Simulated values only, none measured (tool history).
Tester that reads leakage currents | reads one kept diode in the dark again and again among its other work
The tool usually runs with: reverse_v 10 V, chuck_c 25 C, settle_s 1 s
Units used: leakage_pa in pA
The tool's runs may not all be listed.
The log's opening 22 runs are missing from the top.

{"run": 23, "hour": 2718.2, "reverse_v": 2.6, "chuck_c": 29, "settle_s": 0.96, "leakage_pa": 90.67}
{"run": 24, "hour": 2794.7, "reverse_v": 5.7, "chuck_c": 21, "settle_s": 4.61, "leakage_pa": 66.91}
{"run": 25, "hour": 2870.8, "reverse_v": 5.7, "chuck_c": 21, "settle_s": 4.61, "leakage_pa": 67.12}
{"run": 26, "hour": 3032.2, "reverse_v": 5.7, "chuck_c": 21, "settle_s": 4.61, "leakage_pa": 67.27}
{"hour": 3112.3, "done": "probe card cleaned and baked"}
{"run": 27, "hour": 3126.6, "reverse_v": 5.7, "chuck_c": 21, "settle_s": 4.61, "leakage_pa": 67.09}
{"run": 28, "hour": 3207.7, "reverse_v": 14.6, "chuck_c": 27, "settle_s": 6.32, "leakage_pa": 183.8}
{"hour": 3261.7, "done": "chuck's temperature calibrated"}
{"run": 29, "hour": 3366.2, "reverse_v": 1.2, "chuck_c": 24, "settle_s": 6.32, "leakage_pa": 39.33}
{"run": 30, "hour": 3449.7, "reverse_v": 1.1, "chuck_c": 29, "settle_s": 1.55, "leakage_pa": 58.35}
{"run": 31, "hour": 3599.2, "reverse_v": 1.2, "chuck_c": 38, "settle_s": 2.26, "leakage_pa": 129.04}
{"run": 32, "hour": 3687.4, "reverse_v": 3.6, "chuck_c": 59, "settle_s": 4.28, "leakage_pa": 1099.02}
{"run": 33, "hour": 3782.8, "reverse_v": 2, "chuck_c": 44, "settle_s": 6.68, "leakage_pa": 268.56}
{"run": 34, "hour": 3917.3, "reverse_v": 18, "chuck_c": 32, "settle_s": 1, "leakage_pa": 317.67}

What if the next run were any one of these 5? Each begins from the tool's condition after run 34:
{"run": "A", "hour": 3996.7, "reverse_v": 18, "chuck_c": 32, "settle_s": 4.89, "leakage_pa": "?"}
{"run": "B", "hour": 3996.7, "reverse_v": 10, "chuck_c": 55, "settle_s": 1.73, "leakage_pa": "?"}
{"run": "C", "hour": 3996.7, "reverse_v": 3.5, "chuck_c": 32, "settle_s": 4.25, "leakage_pa": "?"}
{"run": "D", "hour": 3996.7, "reverse_v": 2, "chuck_c": 47, "settle_s": 0.78, "leakage_pa": "?"}
{"run": "E", "hour": 3996.7, "reverse_v": 10, "chuck_c": 25, "settle_s": 3.47, "leakage_pa": "?"}

run=A leakage_pa=314.05
run=B leakage_pa=1395.28
run=C leakage_pa=136.45
run=D leakage_pa=338.65
run=E leakage_pa=128.16
The same runs, with their run-to-run variation unchanged, on a tool lacking any hidden condition would have given:
run=A leakage_pa=313.91
run=B leakage_pa=1394.86
run=C leakage_pa=136.4
run=D leakage_pa=338.54
run=E leakage_pa=128.09
